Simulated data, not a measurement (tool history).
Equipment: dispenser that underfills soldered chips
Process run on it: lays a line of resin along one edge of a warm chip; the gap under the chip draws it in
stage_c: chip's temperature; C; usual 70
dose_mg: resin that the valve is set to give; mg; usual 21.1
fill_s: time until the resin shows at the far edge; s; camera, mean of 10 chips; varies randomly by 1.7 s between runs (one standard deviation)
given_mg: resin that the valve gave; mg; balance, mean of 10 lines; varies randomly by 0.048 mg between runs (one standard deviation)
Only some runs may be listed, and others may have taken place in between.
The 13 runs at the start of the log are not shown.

-- hour=105.9 new syringe of resin
run 14 hour=112 | stage_c=71 dose_mg=21.1 | fill_s=193.4 given_mg=20.54
-- hour=113.7 new syringe of resin
-- hour=121.4 new syringe of resin
run 15 hour=122.9 | stage_c=70 dose_mg=18 | fill_s=167.5 given_mg=17.37
-- hour=125.7 dispensing valve cleaned and set on the balance
-- hour=131.2 new syringe of resin
run 16 hour=134.1 | stage_c=70 dose_mg=18 | fill_s=185.3 given_mg=17.89
-- hour=139.1 new syringe of resin
run 17 hour=146 | stage_c=70 dose_mg=18 | fill_s=220.5 given_mg=17.84
-- hour=147 new syringe of resin
-- hour=155 new syringe of resin
run 18 hour=155.1 | stage_c=72 dose_mg=25.4 | fill_s=146 given_mg=25
-- hour=163.2 new syringe of resin
run 19 hour=166.7 | stage_c=60 dose_mg=25.4 | fill_s=264.1 given_mg=25.09
-- hour=171.8 new syringe of resin
run 20 hour=174.4 | stage_c=82 dose_mg=27.1 | fill_s=108.1 given_mg=26.62
-- hour=180.6 new syringe of resin
run 21 hour=185.3 | stage_c=82 dose_mg=27.1 | fill_s=118 given_mg=26.57
-- hour=188.4 new syringe of resin
-- hour=196.2 new syringe of resin
run 22 hour=196.2 | stage_c=82 dose_mg=27.1 | fill_s=100.8 given_mg=26.3
-- hour=204.4 new syringe of resin
run 23 hour=204.8 | stage_c=82 dose_mg=25.8 | fill_s=101 given_mg=25.12
-- hour=212.3 new syringe of resin
run 24 hour=217 | stage_c=82 dose_mg=25.8 | fill_s=116.9 given_mg=25.06
-- hour=220.5 new syringe of resin
-- hour=228.4 new syringe of resin
-- hour=229.4 dispensing valve cleaned and set on the balance
run 25 hour=229.9 | stage_c=81 dose_mg=20.5 | fill_s=105.2 given_mg=20.55
-- hour=237.2 new syringe of resin
run 26 hour=237.5 | stage_c=70 dose_mg=23.4 | fill_s=157.4 given_mg=23.41
-- hour=245 new syringe of resin
run 27 hour=245.6 | stage_c=67 dose_mg=24.3 | fill_s=183.4 given_mg=24.26
run 28 hour=251.5 | stage_c=67 dose_mg=23.5 | fill_s=232.6 given_mg=23.41
-- hour=252.9 new syringe of resin
run 29 hour=257.3 | stage_c=59 dose_mg=23.1 | fill_s=282.6 given_mg=22.9
-- hour=261 new syringe of resin
run 30 hour=267 | stage_c=62 dose_mg=25.6 | fill_s=264.9 given_mg=25.31
-- hour=269 new syringe of resin
run 31 hour=275.4 | stage_c=61 dose_mg=22.9 | fill_s=287.1 given_mg=22.62
-- hour=276.7 new syringe of resin
run 32 hour=282.3 | stage_c=75 dose_mg=20.7 | fill_s=158.7 given_mg=20.41

Forecast each of these 3 alternatives for the next run:
-- hour=285.4 new syringe of resin
run A hour=292.7 | stage_c=72 dose_mg=21.6 | fill_s=? given_mg=?
-- hour=285.4 new syringe of resin
run B hour=292.7 | stage_c=80 dose_mg=21.1 | fill_s=? given_mg=?
-- hour=285.4 new syringe of resin
run C hour=292.7 | stage_c=63 dose_mg=21.1 | fill_s=? given_mg=?

run=A fill_s=190.9 given_mg=21.23
run=B fill_s=140.7 given_mg=20.72
run=C fill_s=274.2 given_mg=20.7
Without the tool's hidden state the same runs would have given:
run=A fill_s=156.6 given_mg=21.63
run=B fill_s=115 given_mg=21.11
run=C fill_s=226.1 given_mg=21.09
